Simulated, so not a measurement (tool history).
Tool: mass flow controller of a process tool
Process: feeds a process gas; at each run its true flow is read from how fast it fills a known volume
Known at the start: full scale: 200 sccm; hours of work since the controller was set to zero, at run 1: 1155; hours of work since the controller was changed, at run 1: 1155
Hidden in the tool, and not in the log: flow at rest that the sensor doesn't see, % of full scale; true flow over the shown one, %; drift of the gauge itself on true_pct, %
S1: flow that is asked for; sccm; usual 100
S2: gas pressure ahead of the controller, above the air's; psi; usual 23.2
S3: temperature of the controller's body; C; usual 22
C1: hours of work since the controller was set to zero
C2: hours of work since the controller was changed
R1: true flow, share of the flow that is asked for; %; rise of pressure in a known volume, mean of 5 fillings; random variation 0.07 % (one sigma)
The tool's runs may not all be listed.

| run | hour | S1 | S2 | S3 | C1 | C2 | R1 |
|---|---|---|---|---|---|---|---|
| 1 | 0 | 100 | 23.2 | 22 | 1155 | 1155 | 99.08 |
| 2 | 32.8 | 100 | 23.2 | 22 | 1177 | 1177 | 99.18 |
| 3 | 106.5 | 100 | 23.2 | 22 | 1227 | 1227 | 99.39 |
| 4 | 147.6 | 100 | 33.8 | 22 | 1255 | 1255 | 99.82 |
| 5 | 226.3 | 100 | 33.8 | 22 | 1308 | 1308 | 100.05 |
| 6 | 288.7 | 100 | 33.8 | 22 | 1351 | 1351 | 100.31 |
| 7 | 330.2 | 100 | 33.8 | 22 | 1379 | 1379 | 100.26 |
| 8 | 371.4 | 100 | 33.8 | 22 | 1407 | 1407 | 100.44 |
| 9 | 413.4 | 100 | 23.2 | 29 | 1435 | 1435 | 99.27 |
| 10 | 469.5 | 100 | 23.2 | 30 | 1473 | 1473 | 99.45 |
| 11 | 546.6 | 69 | 21.5 | 22 | 1526 | 1526 | 100.01 |
| 12 | 609.5 | 100 | 28.4 | 22 | 1568 | 1568 | 100.76 |
| 13 | 681.7 | 100 | 28.4 | 22 | 1617 | 1617 | 100.95 |

Forecast run 14:
| 14 | 724.1 | 49 | 37.9 | 22 | 1646 | 1646 | ? |

Run 14 gave R1 100.92 %.
Without the tool's hidden state the same run would have given R1 99.11 %.

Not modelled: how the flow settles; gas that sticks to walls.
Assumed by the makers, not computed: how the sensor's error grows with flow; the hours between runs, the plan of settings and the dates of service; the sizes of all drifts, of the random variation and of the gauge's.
